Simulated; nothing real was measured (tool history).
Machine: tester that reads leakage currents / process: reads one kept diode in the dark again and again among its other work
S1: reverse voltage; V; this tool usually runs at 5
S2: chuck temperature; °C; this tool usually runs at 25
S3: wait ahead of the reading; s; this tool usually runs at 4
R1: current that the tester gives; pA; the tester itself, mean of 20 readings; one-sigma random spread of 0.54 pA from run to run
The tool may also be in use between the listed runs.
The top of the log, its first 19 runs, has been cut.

run 20 hour=2303 | S1=5 S2=34 S3=0.94 | R1=392.49
run 21 hour=2450.3 | S1=5.92 S2=37 S3=4 | R1=527.89
run 22 hour=2575.8 | S1=2.72 S2=25 S3=7.27 | R1=156.69
run 23 hour=2738.6 | S1=2.72 S2=25 S3=7.27 | R1=158.45
run 24 hour=2880.9 | S1=2.72 S2=41 S3=7.27 | R1=523.6
-- hour=3004.2 probe card cleaned and baked
run 25 hour=3046.7 | S1=6.33 S2=49 S3=0.34 | R1=1271.02
run 26 hour=3194.4 | S1=6.33 S2=49 S3=0.34 | R1=1289.47
run 27 hour=3287.6 | S1=5 S2=30 S3=7.85 | R1=295.71
run 28 hour=3408.7 | S1=2.85 S2=57 S3=1.69 | R1=1600.17
run 29 hour=3583 | S1=9.46 S2=35 S3=9.55 | R1=563.23

What will run 30 give?
run 30 hour=3692.8 | S1=6.76 S2=25 S3=2.68 | R1=?

{"run 30": {"R1": 231.53}}
The same run, on a tool lacking any hidden state, would have yielded R1 203.39 pA.
